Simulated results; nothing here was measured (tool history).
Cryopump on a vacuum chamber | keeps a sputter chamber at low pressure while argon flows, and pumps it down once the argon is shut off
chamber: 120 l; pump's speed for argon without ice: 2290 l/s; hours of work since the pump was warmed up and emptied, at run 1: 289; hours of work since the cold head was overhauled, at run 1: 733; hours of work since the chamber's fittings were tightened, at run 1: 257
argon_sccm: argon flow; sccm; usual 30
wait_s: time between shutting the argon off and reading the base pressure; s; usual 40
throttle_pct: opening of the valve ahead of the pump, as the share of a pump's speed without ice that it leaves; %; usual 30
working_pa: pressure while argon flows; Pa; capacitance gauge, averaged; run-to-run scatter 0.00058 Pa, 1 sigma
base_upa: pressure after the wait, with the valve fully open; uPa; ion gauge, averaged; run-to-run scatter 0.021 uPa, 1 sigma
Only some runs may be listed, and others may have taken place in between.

| run | day | argon_sccm | wait_s | throttle_pct | hours of work since the pump was warmed up and emptied | hours of work since the cold head was overhauled | hours of work since the chamber's fittings were tightened | working_pa | base_upa |
|---|---|---|---|---|---|---|---|---|---|
| 1 | 0.000 | 30 | 40 | 30 | 289 | 733 | 257 | 0.0802 | 0.70 |
| 2 | 1.183 | 30 | 40 | 30 | 305 | 749 | 273 | 0.0805 | 0.70 |
| 3 | 2.758 | 30 | 40 | 30 | 326 | 770 | 295 | 0.0810 | 0.71 |
| 4 | 3.554 | 30 | 40 | 30 | 337 | 781 | 305 | 0.0812 | 0.77 |
| 5 | 4.508 | 30 | 40 | 30 | 350 | 794 | 318 | 0.0819 | 0.69 |
| 6 | 5.229 | 30 | 40 | 30 | 360 | 804 | 328 | 0.0815 | 0.72 |
| 7 | 6.004 | 30 | 48 | 30 | 371 | 815 | 339 | 0.0824 | 0.67 |
| 8 | 7.021 | 30 | 40 | 39 | 384 | 828 | 353 | 0.0657 | 0.76 |
| 9 | 8.467 | 30 | 40 | 39 | 404 | 848 | 372 | 0.0664 | 0.80 |
| 10 | 9.583 | 35 | 40 | 39 | 419 | 863 | 388 | 0.0772 | 0.77 |
| 11 | 10.975 | 30 | 40 | 36 | 438 | 882 | 407 | 0.0711 | 0.77 |
|  | 11.321 | pump warmed up, emptied and cooled again |
| 12 | 12.462 | 13 | 40 | 30 | 16 | 900 | 424 | 0.0322 | 0.68 |
| 13 | 13.642 | 30 | 101 | 30 | 32 | 916 | 440 | 0.0755 | 0.45 |
| 14 | 14.758 | 30 | 101 | 30 | 47 | 931 | 455 | 0.0753 | 0.47 |
| 15 | 16.408 | 30 | 40 | 30 | 69 | 954 | 478 | 0.0751 | 0.69 |
| 16 | 17.138 | 30 | 40 | 30 | 79 | 964 | 488 | 0.0750 | 0.74 |
| 17 | 18.675 | 30 | 40 | 30 | 100 | 985 | 509 | 0.0757 | 0.72 |
| 18 | 19.717 | 20 | 40 | 24 | 115 | 999 | 523 | 0.0628 | 0.71 |
| 19 | 20.954 | 16 | 261 | 40 | 131 | 1016 | 540 | 0.0301 | 0.43 |
| 20 | 22.633 | 17 | 52 | 27 | 154 | 1039 | 563 | 0.0487 | 0.72 |
| 21 | 23.912 | 25 | 110 | 58 | 172 | 1056 | 580 | 0.0342 | 0.54 |
| 22 | 25.638 | 32 | 40 | 30 | 195 | 1080 | 604 | 0.0831 | 0.75 |
| 23 | 26.429 | 37 | 38 | 19 | 206 | 1090 | 615 | 0.1493 | 0.83 |
| 24 | 27.446 | 14 | 38 | 23 | 220 | 1104 | 629 | 0.0478 | 0.81 |
| 25 | 28.729 | 27 | 40 | 30 | 238 | 1122 | 646 | 0.0702 | 0.83 |
| 26 | 29.867 | 35 | 141 | 37 | 253 | 1137 | 662 | 0.0743 | 0.60 |
| 27 | 31.542 | 32 | 94 | 33 | 276 | 1160 | 684 | 0.0766 | 0.63 |
| 28 | 32.838 | 43 | 60 | 31 | 294 | 1178 | 702 | 0.1104 | 0.74 |
| 29 | 33.742 | 50 | 289 | 15 | 306 | 1190 | 714 | 0.2558 | 0.55 |
| 30 | 34.671 | 50 | 289 | 15 | 319 | 1203 | 727 | 0.2570 | 0.58 |
| 31 | 36.117 | 14 | 42 | 32 | 338 | 1223 | 747 | 0.0350 | 0.88 |
| 32 | 37.575 | 14 | 42 | 32 | 358 | 1242 | 767 | 0.0366 | 0.93 |
| 33 | 39.283 | 14 | 42 | 32 | 382 | 1266 | 790 | 0.0360 | 0.99 |

The logged runs with the hidden state left out (each run's random variation unchanged):
The hidden state here: pump's speed, % of a pump's without ice; cold plate's temperature, K; leak into the chamber, uPa l/s; drift of the gauge itself on working_pa, %; drift of the gauge itself on base_upa, %.
| run | working_pa | base_upa |
|---|---|---|
| 1 | 0.0740 | 0.53 |
| 2 | 0.0739 | 0.52 |
| 3 | 0.0738 | 0.52 |
| 4 | 0.0737 | 0.56 |
| 5 | 0.0740 | 0.47 |
| 6 | 0.0734 | 0.50 |
| 7 | 0.0740 | 0.44 |
| 8 | 0.0569 | 0.52 |
| 9 | 0.0571 | 0.54 |
| 10 | 0.0657 | 0.50 |
| 11 | 0.0608 | 0.48 |
| 12 | 0.0320 | 0.51 |
| 13 | 0.0747 | 0.27 |
| 14 | 0.0743 | 0.28 |
| 15 | 0.0737 | 0.49 |
| 16 | 0.0735 | 0.53 |
| 17 | 0.0738 | 0.50 |
| 18 | 0.0614 | 0.48 |
| 19 | 0.0288 | 0.19 |
| 20 | 0.0470 | 0.46 |
| 21 | 0.0315 | 0.26 |
| 22 | 0.0791 | 0.48 |
| 23 | 0.1444 | 0.53 |
| 24 | 0.0458 | 0.51 |
| 25 | 0.0660 | 0.52 |
| 26 | 0.0685 | 0.26 |
| 27 | 0.0708 | 0.29 |
| 28 | 0.1020 | 0.37 |
| 29 | 0.2454 | 0.19 |
| 30 | 0.2461 | 0.19 |
| 31 | 0.0318 | 0.48 |
| 32 | 0.0330 | 0.51 |
| 33 | 0.0322 | 0.54 |

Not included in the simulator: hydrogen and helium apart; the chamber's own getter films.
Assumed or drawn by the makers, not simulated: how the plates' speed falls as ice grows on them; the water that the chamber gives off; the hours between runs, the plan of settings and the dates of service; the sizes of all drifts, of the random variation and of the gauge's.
